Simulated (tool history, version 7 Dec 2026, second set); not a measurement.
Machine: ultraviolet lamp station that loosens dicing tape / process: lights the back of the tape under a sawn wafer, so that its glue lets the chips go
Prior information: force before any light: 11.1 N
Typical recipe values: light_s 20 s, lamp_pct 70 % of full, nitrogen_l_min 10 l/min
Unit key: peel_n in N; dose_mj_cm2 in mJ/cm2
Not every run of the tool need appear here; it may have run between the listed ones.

run 1 hour=0 | light_s=20 lamp_pct=70 nitrogen_l_min=10 | peel_n=0.264 dose_mj_cm2=187
-- hour=2.6 window cleaned of glue's vapour
run 2 hour=5.7 | light_s=20 lamp_pct=70 nitrogen_l_min=10 | peel_n=0.274 dose_mj_cm2=189
run 3 hour=12.5 | light_s=20 lamp_pct=85 nitrogen_l_min=10 | peel_n=0.15 dose_mj_cm2=228
run 4 hour=19.8 | light_s=20 lamp_pct=85 nitrogen_l_min=10 | peel_n=0.144 dose_mj_cm2=231
run 5 hour=27.7 | light_s=30 lamp_pct=70 nitrogen_l_min=10 | peel_n=0.095 dose_mj_cm2=283
run 6 hour=31.5 | light_s=30 lamp_pct=70 nitrogen_l_min=5 | peel_n=0.188 dose_mj_cm2=281
run 7 hour=35.8 | light_s=20 lamp_pct=70 nitrogen_l_min=11 | peel_n=0.241 dose_mj_cm2=190
run 8 hour=40.2 | light_s=20 lamp_pct=70 nitrogen_l_min=11 | peel_n=0.235 dose_mj_cm2=192
run 9 hour=47 | light_s=20 lamp_pct=73 nitrogen_l_min=10 | peel_n=0.24 dose_mj_cm2=196
run 10 hour=51.7 | light_s=20 lamp_pct=73 nitrogen_l_min=10 | peel_n=0.221 dose_mj_cm2=198
run 11 hour=55.6 | light_s=10 lamp_pct=65 nitrogen_l_min=10 | peel_n=1.728 dose_mj_cm2=85
run 12 hour=61.2 | light_s=39 lamp_pct=77 nitrogen_l_min=10 | peel_n=0.063 dose_mj_cm2=405
run 13 hour=65.4 | light_s=39 lamp_pct=77 nitrogen_l_min=10 | peel_n=0.065 dose_mj_cm2=406
run 14 hour=71.7 | light_s=15 lamp_pct=83 nitrogen_l_min=12 | peel_n=0.307 dose_mj_cm2=169
run 15 hour=80.4 | light_s=15 lamp_pct=83 nitrogen_l_min=12 | peel_n=0.296 dose_mj_cm2=167
run 16 hour=86.4 | light_s=20 lamp_pct=82 nitrogen_l_min=10 | peel_n=0.165 dose_mj_cm2=217
run 17 hour=90.1 | light_s=21 lamp_pct=70 nitrogen_l_min=6 | peel_n=0.44 dose_mj_cm2=198
run 18 hour=97.6 | light_s=20 lamp_pct=71 nitrogen_l_min=11 | peel_n=0.239 dose_mj_cm2=193
run 19 hour=103.4 | light_s=24 lamp_pct=70 nitrogen_l_min=6 | peel_n=0.296 dose_mj_cm2=227

3 options for the next run, each taken on its own from the tool as it stands now. Forecast them:
run A hour=112.4 | light_s=24 lamp_pct=70 nitrogen_l_min=4 | peel_n=? dose_mj_cm2=?
run B hour=112.4 | light_s=20 lamp_pct=70 nitrogen_l_min=7 | peel_n=? dose_mj_cm2=?
run C hour=112.4 | light_s=20 lamp_pct=64 nitrogen_l_min=10 | peel_n=? dose_mj_cm2=?

run=A peel_n=0.479 dose_mj_cm2=227
run=B peel_n=0.422 dose_mj_cm2=189
run=C peel_n=0.35 dose_mj_cm2=176
Take away the tool's hidden state, keep each run's random variation, and the runs would have read:
run=A peel_n=0.479 dose_mj_cm2=227
run=B peel_n=0.422 dose_mj_cm2=189
run=C peel_n=0.35 dose_mj_cm2=176
